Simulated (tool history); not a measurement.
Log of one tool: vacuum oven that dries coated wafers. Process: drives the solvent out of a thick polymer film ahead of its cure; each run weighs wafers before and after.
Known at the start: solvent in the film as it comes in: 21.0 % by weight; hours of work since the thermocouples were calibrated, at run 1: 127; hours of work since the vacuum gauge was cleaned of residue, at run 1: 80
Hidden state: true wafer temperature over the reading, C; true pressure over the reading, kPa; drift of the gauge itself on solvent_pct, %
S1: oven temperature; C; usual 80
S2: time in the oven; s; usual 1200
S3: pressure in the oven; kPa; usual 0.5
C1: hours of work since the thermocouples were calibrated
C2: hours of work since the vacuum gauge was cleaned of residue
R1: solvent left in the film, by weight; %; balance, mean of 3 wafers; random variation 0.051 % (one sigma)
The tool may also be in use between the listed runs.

run   hour  S1    S2     S3   C1   C2    R1
  1      0  80  1200    0.5  127   80  1.06
  2    6.8  80  1200    0.5  131   83  1.17
  3   16.3  80  1200    0.5  136   88  1.18
  4     23  80  1200    0.5  139   91  1.11
  5   29.7  80  1200    0.5  142   94  1.12
  6   37.5  80  1200    0.5  146   98  1.19
  7   47.2  80  1200    0.5  151  103  1.15
  8   57.6  92  1200    0.5  156  108   0.3
  9   67.2  80  1200  1.722  161  113  1.95
 10   73.4  80  1200  1.722  164  116  1.98
 11   87.1  80  2100  1.722  171  123  1.37
 12   97.5  80  1200    0.5  176  128  1.19
 13  106.4  94   780  0.442  180  132  0.42
 14  117.2  94   780  0.442  185  138  0.37
 15  126.3  90   780  0.442  190  142   0.7
 16  132.2  90  2040  0.442  193  145  0.23
 17  138.2  90  2040  0.442  196  148  0.29
 18  148.2  80  1200  1.961  201  153  2.24
 19  156.7  71  1140  0.538  205  157  3.58
 20  164.8  80  1200  1.158  209  161  1.62
 21  177.6  67   660  0.463  215  167  8.62
 22  189.7  79  1200    0.5  221  173   1.4
 23  197.8  79  1200    0.5  225  177  1.42
 24  208.3  79  1200    0.5  230  183  1.38

5 ways to go on from here, each from the tool as it stands after run 24. What would each give?
  A  219.7  78  1980    0.5  236  188   ?
  B  219.7  80  1200  0.296  236  188   ?
  C  219.7  80   660   0.42  236  188   ?
  D  219.7  80   660    0.5  236  188   ?
  E  219.7  66   660  1.998  236  188   ?

run     R1
  A   0.63
  B      1
  C   3.39
  D   3.42
  E  10.36
Without the tool's hidden state the same runs would have given:
run     R1
  A   0.63
  B   1.05
  C   3.56
  D   3.59
  E  10.57
